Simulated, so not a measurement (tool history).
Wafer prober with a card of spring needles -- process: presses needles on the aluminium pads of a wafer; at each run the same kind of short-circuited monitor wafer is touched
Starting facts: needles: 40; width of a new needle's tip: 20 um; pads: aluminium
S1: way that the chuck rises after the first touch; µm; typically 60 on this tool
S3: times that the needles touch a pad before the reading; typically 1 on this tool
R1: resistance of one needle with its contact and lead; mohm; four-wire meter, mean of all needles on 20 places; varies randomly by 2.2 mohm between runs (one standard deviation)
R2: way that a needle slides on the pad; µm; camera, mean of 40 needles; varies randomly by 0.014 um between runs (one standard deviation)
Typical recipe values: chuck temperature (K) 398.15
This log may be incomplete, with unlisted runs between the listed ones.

run 1 day=0 | S1=60 chuck_temperature_(K)=398.15 S3=1 | R1=287 R2=7.78
-- day=0.304 tips cleaned on abrasive film
run 2 day=0.517 | S1=60 chuck_temperature_(K)=398.15 S3=1 | R1=331 R2=7.74
-- day=0.679 tips cleaned on abrasive film
run 3 day=1.004 | S1=60 chuck_temperature_(K)=398.15 S3=1 | R1=308 R2=7.69
-- day=1.067 tips cleaned on abrasive film
run 4 day=1.388 | S1=60 chuck_temperature_(K)=398.15 S3=1 | R1=310 R2=7.71
-- day=1.446 tips cleaned on abrasive film
-- day=1.817 tips cleaned on abrasive film
-- day=2.217 tips cleaned on abrasive film
run 5 day=2.283 | S1=60 chuck_temperature_(K)=398.15 S3=2 | R1=267 R2=7.66
-- day=2.612 tips cleaned on abrasive film
run 6 day=2.779 | S1=60 chuck_temperature_(K)=321.15 S3=2 | R1=261 R2=7.65
-- day=3.05 tips cleaned on abrasive film
run 7 day=3.367 | S1=60 chuck_temperature_(K)=321.15 S3=2 | R1=275 R2=7.64
-- day=3.454 tips cleaned on abrasive film
-- day=3.846 tips cleaned on abrasive film
-- day=4.029 height of the first contact set anew
run 8 day=4.029 | S1=60 chuck_temperature_(K)=321.15 S3=2 | R1=262 R2=7.88
-- day=4.238 tips cleaned on abrasive film
-- day=4.638 tips cleaned on abrasive film
run 9 day=4.867 | S1=42 chuck_temperature_(K)=386.15 S3=1 | R1=359 R2=5.47
-- day=5.025 tips cleaned on abrasive film
-- day=5.412 tips cleaned on abrasive film
run 10 day=5.412 | S1=42 chuck_temperature_(K)=386.15 S3=1 | R1=268 R2=5.46
-- day=5.475 tips cleaned on abrasive film, once more
-- day=5.892 tips cleaned on abrasive film
run 11 day=6.204 | S1=42 chuck_temperature_(K)=386.15 S3=1 | R1=381 R2=5.41
-- day=6.275 tips cleaned on abrasive film
-- day=6.671 tips cleaned on abrasive film
run 12 day=6.767 | S1=60 chuck_temperature_(K)=362.15 S3=1 | R1=279 R2=7.76
-- day=7.05 tips cleaned on abrasive film
run 13 day=7.325 | S1=65 chuck_temperature_(K)=312.15 S3=1 | R1=292 R2=8.39
-- day=7.425 tips cleaned on abrasive film
-- day=7.825 tips cleaned on abrasive film
-- day=8.238 tips cleaned on abrasive film
run 14 day=8.238 | S1=65 chuck_temperature_(K)=312.15 S3=1 | R1=229 R2=8.37
-- day=8.638 tips cleaned on abrasive film
-- day=9.033 tips cleaned on abrasive film
run 15 day=9.05 | S1=65 chuck_temperature_(K)=303.15 S3=1 | R1=237 R2=8.34

Here are 4 independent what-if runs from the current tool condition. What would each one return?
-- day=9.417 tips cleaned on abrasive film
-- day=9.846 tips cleaned on abrasive film
run A day=9.875 | S1=68 chuck_temperature_(K)=397.15 S3=2 | R1=? R2=?
-- day=9.417 tips cleaned on abrasive film
-- day=9.846 tips cleaned on abrasive film
run B day=9.875 | S1=43 chuck_temperature_(K)=388.15 S3=1 | R1=? R2=?
-- day=9.417 tips cleaned on abrasive film
-- day=9.846 tips cleaned on abrasive film
run C day=9.875 | S1=76 chuck_temperature_(K)=398.15 S3=1 | R1=? R2=?
-- day=9.417 tips cleaned on abrasive film
-- day=9.846 tips cleaned on abrasive film
run D day=9.875 | S1=65 chuck_temperature_(K)=312.15 S3=1 | R1=? R2=?

run=A R1=251 R2=8.67
run=B R1=289 R2=5.39
run=C R1=261 R2=9.73
run=D R1=248 R2=8.26
Without the tool's hidden state the same runs would have given:
run=A R1=239 R2=8.93
run=B R1=247 R2=5.64
run=C R1=246 R2=9.98
run=D R1=226 R2=8.51

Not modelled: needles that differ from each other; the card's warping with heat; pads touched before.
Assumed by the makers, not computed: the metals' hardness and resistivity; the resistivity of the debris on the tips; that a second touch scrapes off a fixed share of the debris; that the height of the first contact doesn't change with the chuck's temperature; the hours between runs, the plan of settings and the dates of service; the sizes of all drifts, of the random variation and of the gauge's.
